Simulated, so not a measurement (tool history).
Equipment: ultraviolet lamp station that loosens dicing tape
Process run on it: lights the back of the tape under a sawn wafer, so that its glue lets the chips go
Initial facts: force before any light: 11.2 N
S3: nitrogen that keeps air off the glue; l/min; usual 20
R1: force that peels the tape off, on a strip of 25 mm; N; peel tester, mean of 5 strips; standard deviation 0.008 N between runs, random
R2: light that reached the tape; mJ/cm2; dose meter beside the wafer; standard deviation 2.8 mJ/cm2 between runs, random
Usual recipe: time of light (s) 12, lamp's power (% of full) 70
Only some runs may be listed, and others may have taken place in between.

Run 1, hour 0: usual settings. Result: R1 0.702 N, R2 295 mJ/cm2.
Run 2, hour 77.6: usual settings. Result: R1 0.714 N, R2 289 mJ/cm2.
Run 3, hour 150.6: usual settings. Result: R1 0.785 N, R2 279 mJ/cm2.
Run 4, hour 195.9: usual settings. Result: R1 0.793 N, R2 276 mJ/cm2.
Run 5, hour 265.3: usual settings. Result: R1 0.856 N, R2 264 mJ/cm2.
Run 6, hour 322.3: usual settings but lamp's power (% of full) 99. Result: R1 0.326 N, R2 369 mJ/cm2.
Run 7, hour 396: usual settings. Result: R1 0.925 N, R2 251 mJ/cm2.
Run 8, hour 477.9: usual settings but time of light (s) 13. Result: R1 0.843 N, R2 264 mJ/cm2.
At hour 513.2: lamp changed.
Run 9, hour 549.9: usual settings but time of light (s) 13. Result: R1 0.35 N, R2 366 mJ/cm2.
Run 10, hour 624.3: usual settings but time of light (s) 16. Result: R1 0.199 N, R2 434 mJ/cm2.
At hour 654.5: window cleaned of glue's vapour.
Run 11, hour 672.6: usual settings but time of light (s) 16. Result: R1 0.253 N, R2 418 mJ/cm2.
Run 12, hour 717.3: usual settings but time of light (s) 16, lamp's power (% of full) 64. Result: R1 0.328 N, R2 376 mJ/cm2.
Run 13, hour 790.3: usual settings but time of light (s) 16, lamp's power (% of full) 64. Result: R1 0.35 N, R2 368 mJ/cm2.
Run 14, hour 849.8: usual settings but time of light (s) 16, lamp's power (% of full) 64. Result: R1 0.39 N, R2 358 mJ/cm2.
Run 15, hour 885.3: usual settings but S3 10 l/min. Result: R1 1.015 N, R2 291 mJ/cm2.
Run 16, hour 928.5: usual settings but S3 10 l/min. Result: R1 1.071 N, R2 287 mJ/cm2.
Run 17, hour 1004.2: usual settings but S3 22 l/min. Result: R1 0.724 N, R2 274 mJ/cm2.
Run 18, hour 1040.4: usual settings but S3 31 l/min. Result: R1 0.638 N, R2 273 mJ/cm2.
Run 19, hour 1106.8: usual settings. Result: R1 0.846 N, R2 265 mJ/cm2.
At hour 1150.3: window cleaned of glue's vapour, once more.
Run 20, hour 1172.9: usual settings but S3 18 l/min. Result: R1 0.445 N, R2 345 mJ/cm2.
Run 21, hour 1235.5: usual settings. Result: R1 0.439 N, R2 336 mJ/cm2.
Run 22, hour 1285.3: usual settings. Result: R1 0.482 N, R2 336 mJ/cm2.
Run 23, hour 1355.5: usual settings. Result: R1 0.485 N, R2 329 mJ/cm2.
Run 24, hour 1394.6: usual settings. Result: R1 0.514 N, R2 320 mJ/cm2.
Run 25, hour 1466.5: usual settings but time of light (s) 24, lamp's power (% of full) 88, S3 21 l/min. Result: R1 0.05 N, R2 793 mJ/cm2.

What will run 26 give?
Run 26, hour 1542.2: usual settings but time of light (s) 22, lamp's power (% of full) 90, S3 33 l/min. Result: R1 ?, R2 ?.

Run 26 came out at R1 0.058 N, R2 721 mJ/cm2.
Were there no unlogged condition in the tool, this run, its random variation unchanged, would have produced R1 0.054 N, R2 896 mJ/cm2.
